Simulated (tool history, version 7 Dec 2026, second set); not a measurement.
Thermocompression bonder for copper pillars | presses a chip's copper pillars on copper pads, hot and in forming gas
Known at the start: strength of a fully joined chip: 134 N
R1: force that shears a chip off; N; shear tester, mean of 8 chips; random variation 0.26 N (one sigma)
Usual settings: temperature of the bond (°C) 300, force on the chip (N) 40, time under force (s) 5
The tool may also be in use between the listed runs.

{"run": 1, "hour": 0.0, "temperature of the bond (°C)": 300, "force on the chip (N)": 40, "time under force (s)": 5, "R1": 53.1}
{"run": 2, "hour": 5.4, "temperature of the bond (°C)": 300, "force on the chip (N)": 40, "time under force (s)": 5, "R1": 52.9}
{"run": 3, "hour": 13.3, "temperature of the bond (°C)": 300, "force on the chip (N)": 40, "time under force (s)": 8, "R1": 63.1}
{"run": 4, "hour": 23.0, "temperature of the bond (°C)": 300, "force on the chip (N)": 40, "time under force (s)": 11, "R1": 70.3}
{"run": 5, "hour": 30.1, "temperature of the bond (°C)": 300, "force on the chip (N)": 40, "time under force (s)": 11, "R1": 70.7}
{"run": 6, "hour": 36.3, "temperature of the bond (°C)": 300, "force on the chip (N)": 40, "time under force (s)": 11, "R1": 69.7}
{"run": 7, "hour": 45.7, "temperature of the bond (°C)": 300, "force on the chip (N)": 40, "time under force (s)": 5, "R1": 52.9}
{"run": 8, "hour": 55.2, "temperature of the bond (°C)": 300, "force on the chip (N)": 33, "time under force (s)": 5, "R1": 47.2}
{"run": 9, "hour": 60.0, "temperature of the bond (°C)": 300, "force on the chip (N)": 26, "time under force (s)": 5, "R1": 40.1}
{"run": 10, "hour": 70.1, "temperature of the bond (°C)": 300, "force on the chip (N)": 26, "time under force (s)": 5, "R1": 40.8}
{"run": 11, "hour": 79.0, "temperature of the bond (°C)": 300, "force on the chip (N)": 26, "time under force (s)": 5, "R1": 40.7}
{"run": 12, "hour": 86.8, "temperature of the bond (°C)": 300, "force on the chip (N)": 40, "time under force (s)": 5, "R1": 52.5}
{"run": 13, "hour": 93.5, "temperature of the bond (°C)": 300, "force on the chip (N)": 40, "time under force (s)": 5, "R1": 52.6}
{"run": 14, "hour": 104.1, "temperature of the bond (°C)": 300, "force on the chip (N)": 40, "time under force (s)": 5, "R1": 52.4}
{"run": 15, "hour": 113.9, "temperature of the bond (°C)": 300, "force on the chip (N)": 40, "time under force (s)": 5, "R1": 52.1}
{"run": 16, "hour": 125.0, "temperature of the bond (°C)": 300, "force on the chip (N)": 52, "time under force (s)": 4, "R1": 56.2}
{"run": 17, "hour": 136.2, "temperature of the bond (°C)": 306, "force on the chip (N)": 40, "time under force (s)": 5, "R1": 55.1}
{"run": 18, "hour": 145.7, "temperature of the bond (°C)": 321, "force on the chip (N)": 49, "time under force (s)": 7, "R1": 78.1}
{"run": 19, "hour": 157.0, "temperature of the bond (°C)": 321, "force on the chip (N)": 49, "time under force (s)": 7, "R1": 78.5}
{"run": 20, "hour": 166.0, "temperature of the bond (°C)": 321, "force on the chip (N)": 49, "time under force (s)": 7, "R1": 77.7}
{"run": 21, "hour": 172.7, "temperature of the bond (°C)": 321, "force on the chip (N)": 49, "time under force (s)": 7, "R1": 78.1}
{"run": 22, "hour": 179.6, "temperature of the bond (°C)": 321, "force on the chip (N)": 38, "time under force (s)": 3, "R1": 50.6}
{"run": 23, "hour": 185.7, "temperature of the bond (°C)": 321, "force on the chip (N)": 31, "time under force (s)": 4, "R1": 50.3}
{"hour": 187.3, "done": "forming gas filter changed"}
{"run": 24, "hour": 197.3, "temperature of the bond (°C)": 321, "force on the chip (N)": 31, "time under force (s)": 4, "R1": 51.1}
{"run": 25, "hour": 203.3, "temperature of the bond (°C)": 293, "force on the chip (N)": 44, "time under force (s)": 4, "R1": 48.5}
{"run": 26, "hour": 209.3, "temperature of the bond (°C)": 279, "force on the chip (N)": 49, "time under force (s)": 15, "R1": 72.6}
{"run": 27, "hour": 220.6, "temperature of the bond (°C)": 279, "force on the chip (N)": 49, "time under force (s)": 15, "R1": 72.9}
{"run": 28, "hour": 228.8, "temperature of the bond (°C)": 278, "force on the chip (N)": 25, "time under force (s)": 4, "R1": 27.9}
{"run": 29, "hour": 234.5, "temperature of the bond (°C)": 304, "force on the chip (N)": 31, "time under force (s)": 6, "R1": 50.8}

5 ways to go on from here, each from the tool as it stands after run 29. What would each give?
{"run": "A", "hour": 242.4, "temperature of the bond (°C)": 273, "force on the chip (N)": 42, "time under force (s)": 3, "R1": "?"}
{"run": "B", "hour": 242.4, "temperature of the bond (°C)": 297, "force on the chip (N)": 31, "time under force (s)": 8, "R1": "?"}
{"run": "C", "hour": 242.4, "temperature of the bond (°C)": 282, "force on the chip (N)": 31, "time under force (s)": 11, "R1": "?"}
{"run": "D", "hour": 242.4, "temperature of the bond (°C)": 277, "force on the chip (N)": 45, "time under force (s)": 5, "R1": "?"}
{"run": "E", "hour": 242.4, "temperature of the bond (°C)": 317, "force on the chip (N)": 24, "time under force (s)": 6, "R1": "?"}

run=A R1=33.2
run=B R1=53.3
run=C R1=51.4
run=D R1=45.1
run=E R1=49
Without the tool's hidden state the same runs would have given:
run=A R1=35
run=B R1=55.8
run=C R1=53.9
run=D R1=47.4
run=E R1=51.2
